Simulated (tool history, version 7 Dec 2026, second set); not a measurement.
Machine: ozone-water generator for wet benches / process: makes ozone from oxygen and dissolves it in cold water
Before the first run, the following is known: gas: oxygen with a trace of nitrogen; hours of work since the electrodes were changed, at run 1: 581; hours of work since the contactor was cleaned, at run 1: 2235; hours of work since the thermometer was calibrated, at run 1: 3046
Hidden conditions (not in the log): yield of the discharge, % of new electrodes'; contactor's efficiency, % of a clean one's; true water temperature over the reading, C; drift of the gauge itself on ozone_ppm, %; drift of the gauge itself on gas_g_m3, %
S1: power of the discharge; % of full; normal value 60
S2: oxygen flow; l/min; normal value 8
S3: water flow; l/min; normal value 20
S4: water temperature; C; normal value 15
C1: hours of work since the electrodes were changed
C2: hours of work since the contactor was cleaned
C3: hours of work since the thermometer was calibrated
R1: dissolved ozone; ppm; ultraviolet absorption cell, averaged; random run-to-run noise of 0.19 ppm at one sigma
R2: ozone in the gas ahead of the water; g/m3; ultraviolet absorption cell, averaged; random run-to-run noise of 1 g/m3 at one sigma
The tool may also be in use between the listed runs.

| run | hour | S1 | S2 | S3 | S4 | C1 | C2 | C3 | R1 | R2 |
|---|---|---|---|---|---|---|---|---|---|---|
| 1 | 0 | 60 | 8 | 20 | 15 | 581 | 2235 | 3046 | 25.2 | 177 |
| 2 | 59 | 60 | 8 | 20 | 15 | 625 | 2279 | 3090 | 24.9 | 176.5 |
| 3 | 120.8 | 60 | 8 | 20 | 9 | 671 | 2325 | 3136 | 27.4 | 175.4 |
| 4 | 175.3 | 60 | 8 | 20 | 9 | 712 | 2366 | 3177 | 27.6 | 177.1 |
| 5 | 214.8 | 60 | 8 | 20 | 9 | 741 | 2395 | 3206 | 27.2 | 174.7 |
| 6 | 267.2 | 60 | 8 | 20 | 9 | 781 | 2434 | 3245 | 27.4 | 175.3 |
| 7 | 301.6 | 60 | 8 | 20 | 15 | 806 | 2460 | 3271 | 24.9 | 173.7 |
| 8 | 333 | 60 | 8 | 20 | 21 | 830 | 2483 | 3294 | 22 | 173.9 |
|  | 336.8 | water thermometer calibrated |
| 9 | 389.5 | 60 | 8 | 20 | 21 | 871 | 2525 | 39 | 22.6 | 174.5 |
| 10 | 444 | 60 | 8 | 20 | 15 | 912 | 2565 | 80 | 24.8 | 173.2 |
| 11 | 495.3 | 60 | 8 | 20 | 15 | 950 | 2604 | 118 | 24.9 | 173.7 |
| 12 | 531.9 | 60 | 8 | 20 | 15 | 977 | 2631 | 145 | 24.8 | 175.4 |
| 13 | 565.7 | 60 | 8 | 20 | 15 | 1003 | 2656 | 171 | 25 | 173 |
| 14 | 595.1 | 60 | 8 | 20 | 15 | 1025 | 2678 | 193 | 24.5 | 173.6 |
| 15 | 637.6 | 60 | 8 | 20 | 15 | 1056 | 2710 | 224 | 24.5 | 173.4 |
| 16 | 681.8 | 60 | 4.04 | 20 | 15 | 1089 | 2743 | 257 | 22.4 | 225.6 |
| 17 | 742.1 | 60 | 8 | 20 | 15 | 1134 | 2788 | 302 | 24.3 | 170.7 |
| 18 | 781.2 | 60 | 8 | 20 | 15 | 1163 | 2817 | 331 | 24.6 | 172.1 |
| 19 | 852 | 73 | 4.45 | 25 | 7 | 1216 | 2870 | 384 | 23.4 | 253.7 |
|  | 862.5 | contactor cleaned |
| 20 | 921.2 | 73 | 4.45 | 25 | 7 | 1265 | 44 | 433 | 23 | 251.8 |
| 21 | 967.9 | 60 | 8 | 20 | 12 | 1299 | 79 | 467 | 25.5 | 170.5 |

Run 22 comes next. What will it give?
| 22 | 1029.4 | 57 | 4.13 | 17 | 10 | 1345 | 124 | 513 | ? | ? |

{"run 22": {"R1": 25.3, "R2": 214.3}}
Had the tool carried no hidden state, the very same run would have given R1 27.9 ppm, R2 224.6 g/m3.
